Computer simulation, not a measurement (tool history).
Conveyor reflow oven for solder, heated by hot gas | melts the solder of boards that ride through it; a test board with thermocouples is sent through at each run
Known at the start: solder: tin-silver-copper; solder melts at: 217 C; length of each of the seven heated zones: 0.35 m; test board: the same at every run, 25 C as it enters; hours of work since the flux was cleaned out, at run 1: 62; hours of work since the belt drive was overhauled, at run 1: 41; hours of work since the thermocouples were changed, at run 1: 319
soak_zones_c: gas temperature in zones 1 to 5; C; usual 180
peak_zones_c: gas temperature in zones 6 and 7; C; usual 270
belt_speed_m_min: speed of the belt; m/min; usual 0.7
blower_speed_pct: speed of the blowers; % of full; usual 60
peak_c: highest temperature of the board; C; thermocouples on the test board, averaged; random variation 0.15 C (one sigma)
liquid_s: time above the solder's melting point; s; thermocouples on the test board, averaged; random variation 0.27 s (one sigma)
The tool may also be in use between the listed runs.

run	hour	soak_zones_c	peak_zones_c	belt_speed_m_min	blower_speed_pct	hours of work since the flux was cleaned out	hours of work since the belt drive was overhauled	hours of work since the thermocouples were changed	peak_c	liquid_s
1	0	180	270	0.7	60	62	41	319	250.4	45.2
2	9.2	180	270	0.7	60	68	47	325	250.5	44.6
3	18.4	180	270	0.7	60	73	53	331	250.4	44.8
4	27.7	180	270	0.7	60	79	59	337	250.4	44.4
5	38.8	180	270	0.7	60	86	66	344	250.3	44.5
6	46.4	180	270	0.7	60	91	71	349	250.8	44
7	52.7	180	270	0.7	60	95	75	353	250.3	44.3
8	60	180	270	0.7	60	100	79	357	250.6	44.4
9	70.1	180	270	0.7	60	106	86	364	250.7	44.4
10	78.4	180	270	0.7	60	112	91	369	250.4	44.6
11	89.1	180	270	0.7	60	119	98	376	250.4	44
12	97.6	180	270	0.7	60	124	103	381	250.5	44.7
13	105	180	272	0.7	61	129	108	386	252.1	45.5
14	110	183	272	0.801	61	132	111	389	247.8	37
15	120.9	180	261	0.64	60	139	118	396	245.7	46

5 ways to go on from here, each from the tool as it stands after run 15. What would each give?
A	126.3	167	259	0.746	60	142	122	400	?	?
B	126.3	180	270	0.7	67	142	122	400	?	?
C	126.3	180	270	0.7	60	142	122	400	?	?
D	126.3	180	278	0.819	81	142	122	400	?	?
E	126.3	180	261	0.64	57	142	122	400	?	?

run	peak_c	liquid_s
A	235.5	26.4
B	252.7	46.1
C	250.3	44.6
D	256.9	41.4
E	245	45.5
Without the tool's hidden state the same runs would have given:
run	peak_c	liquid_s
A	235.8	27
B	253	46.3
C	250.5	44.8
D	257.6	41.8
E	245	45.6
